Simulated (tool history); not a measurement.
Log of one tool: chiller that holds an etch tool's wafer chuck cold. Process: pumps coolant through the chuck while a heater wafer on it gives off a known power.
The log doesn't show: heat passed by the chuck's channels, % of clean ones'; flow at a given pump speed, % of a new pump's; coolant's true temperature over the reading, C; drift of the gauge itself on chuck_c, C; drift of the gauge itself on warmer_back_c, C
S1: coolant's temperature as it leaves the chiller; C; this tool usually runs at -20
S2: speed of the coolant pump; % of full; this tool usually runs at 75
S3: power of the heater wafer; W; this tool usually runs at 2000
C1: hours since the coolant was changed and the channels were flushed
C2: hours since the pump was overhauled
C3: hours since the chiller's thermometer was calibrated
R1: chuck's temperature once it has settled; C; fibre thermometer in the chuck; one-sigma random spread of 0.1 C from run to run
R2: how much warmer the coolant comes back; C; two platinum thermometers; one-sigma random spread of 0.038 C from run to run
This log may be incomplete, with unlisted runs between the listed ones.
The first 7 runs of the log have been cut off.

run 8 hour=1054.3 | S1=-20 S2=75 S3=2474 | C1=1580 C2=2906 C3=2106 | R1=11.1 R2=10.58
run 9 hour=1136.8 | S1=-20 S2=75 S3=2474 | C1=1662 C2=2988 C3=2188 | R1=11.3 R2=10.66
run 10 hour=1307.2 | S1=-20 S2=75 S3=2000 | C1=1833 C2=3158 C3=2358 | R1=5.3 R2=8.66
run 11 hour=1427 | S1=-20 S2=75 S3=2000 | C1=1953 C2=3278 C3=2478 | R1=5.5 R2=8.72
run 12 hour=1522.5 | S1=-20 S2=75 S3=1268 | C1=2048 C2=3374 C3=2574 | R1=-4.1 R2=5.48
run 13 hour=1655.2 | S1=-20 S2=75 S3=2000 | C1=2181 C2=3507 C3=2707 | R1=5.6 R2=8.75
run 14 hour=1849.2 | S1=-20 S2=75 S3=2000 | C1=2375 C2=3701 C3=2901 | R1=6 R2=8.8
-- hour=2024.4 chiller's thermometer calibrated
run 15 hour=2024.4 | S1=-20 S2=75 S3=2000 | C1=2549 C2=3875 C3=0 | R1=6.8 R2=8.84
run 16 hour=2181.7 | S1=-20 S2=75 S3=2000 | C1=2706 C2=4032 C3=157 | R1=6.6 R2=8.89
run 17 hour=2333.3 | S1=-20 S2=75 S3=2000 | C1=2858 C2=4184 C3=309 | R1=7 R2=8.9
run 18 hour=2455.2 | S1=-20 S2=75 S3=2000 | C1=2980 C2=4305 C3=431 | R1=7 R2=8.9
run 19 hour=2650.3 | S1=-22 S2=86 S3=2000 | C1=3175 C2=4501 C3=626 | R1=2.5 R2=7.8
run 20 hour=2840.5 | S1=-22 S2=86 S3=2000 | C1=3365 C2=4691 C3=816 | R1=2.7 R2=7.83
-- hour=2878.2 coolant changed, channels flushed
run 21 hour=2984.3 | S1=-19 S2=68 S3=1240 | C1=106 C2=4829 C3=954 | R1=-2 R2=6.26
run 22 hour=3148.4 | S1=-22 S2=99 S3=2098 | C1=270 C2=4993 C3=1118 | R1=-0.8 R2=7.11
run 23 hour=3311 | S1=-22 S2=99 S3=2098 | C1=433 C2=5155 C3=1281 | R1=-0.6 R2=7.17
run 24 hour=3457.5 | S1=-22 S2=99 S3=2098 | C1=579 C2=5302 C3=1427 | R1=-0.4 R2=7.18
-- hour=3554.1 coolant pump overhauled
run 25 hour=3566.1 | S1=-15 S2=75 S3=1056 | C1=683 C2=12 C3=1531 | R1=-2.9 R2=4.21
run 26 hour=3741.5 | S1=-11 S2=70 S3=2000 | C1=858 C2=187 C3=1706 | R1=13.8 R2=8.66
run 27 hour=3838 | S1=-11 S2=75 S3=2000 | C1=955 C2=284 C3=1803 | R1=12.4 R2=8
run 28 hour=4005.1 | S1=-27 S2=82 S3=2325 | C1=1122 C2=451 C3=1970 | R1=-1.6 R2=8.55
run 29 hour=4178.9 | S1=-13 S2=84 S3=2000 | C1=1296 C2=625 C3=2144 | R1=8.3 R2=7.18
run 30 hour=4336.3 | S1=-27 S2=66 S3=2000 | C1=1453 C2=782 C3=2301 | R1=-0.4 R2=9.41
run 31 hour=4433.6 | S1=-27 S2=66 S3=2000 | C1=1550 C2=880 C3=2398 | R1=-0.4 R2=9.41
run 32 hour=4617.2 | S1=-29 S2=93 S3=2000 | C1=1734 C2=1063 C3=2582 | R1=-8.8 R2=6.55

Each row is a separate what-if for the run after 32, all from the same tool condition, not one after another. Results?
run A hour=4736.5 | S1=-18 S2=64 S3=2000 | C1=1853 C2=1182 C3=2701 | R1=? R2=?
run B hour=4736.5 | S1=-20 S2=98 S3=1419 | C1=1853 C2=1182 C3=2701 | R1=? R2=?
run C hour=4736.5 | S1=-13 S2=75 S3=2933 | C1=1853 C2=1182 C3=2701 | R1=? R2=?

run=A R1=9.6 R2=9.75
run=B R1=-6.5 R2=4.45
run=C R1=22.9 R2=12.04
Stripped of hidden state, with their random variation kept, the same runs would have yielded:
run=A R1=8.3 R2=9.4
run=B R1=-6.8 R2=4.3
run=C R1=21.1 R2=11.61
